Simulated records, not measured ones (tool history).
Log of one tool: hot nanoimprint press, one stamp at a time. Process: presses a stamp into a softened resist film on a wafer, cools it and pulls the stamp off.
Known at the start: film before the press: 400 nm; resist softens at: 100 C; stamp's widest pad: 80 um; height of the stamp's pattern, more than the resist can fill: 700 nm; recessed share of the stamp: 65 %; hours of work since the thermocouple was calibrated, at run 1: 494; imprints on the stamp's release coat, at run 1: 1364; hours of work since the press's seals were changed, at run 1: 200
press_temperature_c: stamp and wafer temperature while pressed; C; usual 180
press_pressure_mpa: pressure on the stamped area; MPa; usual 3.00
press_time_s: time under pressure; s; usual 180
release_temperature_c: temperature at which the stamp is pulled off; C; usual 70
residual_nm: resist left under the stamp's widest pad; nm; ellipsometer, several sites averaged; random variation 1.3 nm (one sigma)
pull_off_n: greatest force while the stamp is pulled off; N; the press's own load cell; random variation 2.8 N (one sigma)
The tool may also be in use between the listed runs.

run	hour	press_temperature_c	press_pressure_mpa	press_time_s	release_temperature_c	hours of work since the thermocouple was calibrated	imprints on the stamp's release coat	hours of work since the press's seals were changed	residual_nm	pull_off_n
1	0.0	180	3.00	180	70	494	1364	200	212.6	177
# hour 38.6: plate thermocouple calibrated
2	61.2	180	3.00	180	70	17	1517	245	227.8	186
3	126.3	180	3.00	180	70	67	1687	294	229.3	185
4	155.5	180	2.55	180	70	89	1763	317	247.8	197
5	199.8	180	2.55	180	70	123	1879	351	245.5	200
6	242.0	180	2.55	180	70	156	1990	383	249.2	200
7	283.0	180	2.55	180	70	187	2097	414	248.6	208
8	320.6	187	3.00	180	70	216	2195	443	175.9	211
# hour 331.6: stamp cleaned and given a new release coat
9	365.6	183	3.00	180	70	246	89	473	208.5	143
# hour 389.9: plate thermocouple calibrated, once more
10	411.7	186	2.54	341	77	17	202	506	130.5	124
11	474.1	186	2.54	341	77	64	365	554	134.5	133
12	517.5	186	2.54	341	77	98	479	587	134.0	139
13	575.5	186	2.54	95	77	142	630	631	216.5	148
14	610.1	180	3.00	149	60	168	721	658	221.0	174
15	674.4	180	3.00	149	60	218	889	707	222.6	185
16	715.3	180	3.00	164	72	249	996	738	218.1	164
17	762.0	183	1.81	123	59	285	1118	774	260.6	196

Forecast each of these 5 alternatives for the next run:
A	804.0	174	1.81	123	67	317	1228	806	?	?
B	804.0	183	2.53	237	61	317	1228	806	?	?
C	804.0	172	3.00	182	55	317	1228	806	?	?
D	804.0	180	3.00	180	76	317	1228	806	?	?
E	804.0	170	3.00	180	70	317	1228	806	?	?

run	residual_nm	pull_off_n
A	332.8	181
B	185.8	198
C	289.7	205
D	215.6	163
E	307.1	179
Without the tool's hidden state the same runs would have given:
run	residual_nm	pull_off_n
A	319.6	138
B	170.6	150
C	271.5	156
D	198.5	124
E	289.8	135
